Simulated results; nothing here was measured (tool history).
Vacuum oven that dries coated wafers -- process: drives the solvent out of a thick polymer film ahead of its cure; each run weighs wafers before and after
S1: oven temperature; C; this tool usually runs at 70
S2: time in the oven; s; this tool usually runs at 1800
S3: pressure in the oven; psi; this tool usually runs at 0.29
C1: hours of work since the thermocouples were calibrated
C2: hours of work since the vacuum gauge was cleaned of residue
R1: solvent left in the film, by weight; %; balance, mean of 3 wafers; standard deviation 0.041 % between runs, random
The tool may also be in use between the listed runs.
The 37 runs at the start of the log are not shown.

run,hour,S1,S2,S3,C1,C2,R1
38,1541.2,78,1320,0.287,432,1524,1.01
39,1589,78,1320,0.287,453,1544,0.96
40,1628,70,1800,0.27,469,1561,1.45
41,1675.7,71,2700,0.29,490,1581,1.08
42,1719.3,69,1260,0.29,508,1600,2.34
43,1757.4,70,1980,0.165,525,1616,0.92
44,1789,70,1980,0.165,538,1630,0.94
45,1821.8,70,1800,0.647,552,1644,2.85
46,1879.1,65,1380,0.29,577,1668,3
47,1904.6,70,960,0.218,588,1679,2.47
48,1945,73,1980,0.168,605,1696,0.68

3 ways to go on from here, each from the tool as it stands after run 48. What would each give?
A,1991,73,1440,0.29,625,1716,?
B,1991,73,1980,0.429,625,1716,?
C,1991,73,2760,0.365,625,1716,?

run,R1
A,1.38
B,1.7
C,1.26
With no hidden state in the tool, these same runs would have given:
run,R1
A,1.38
B,1.69
C,1.25
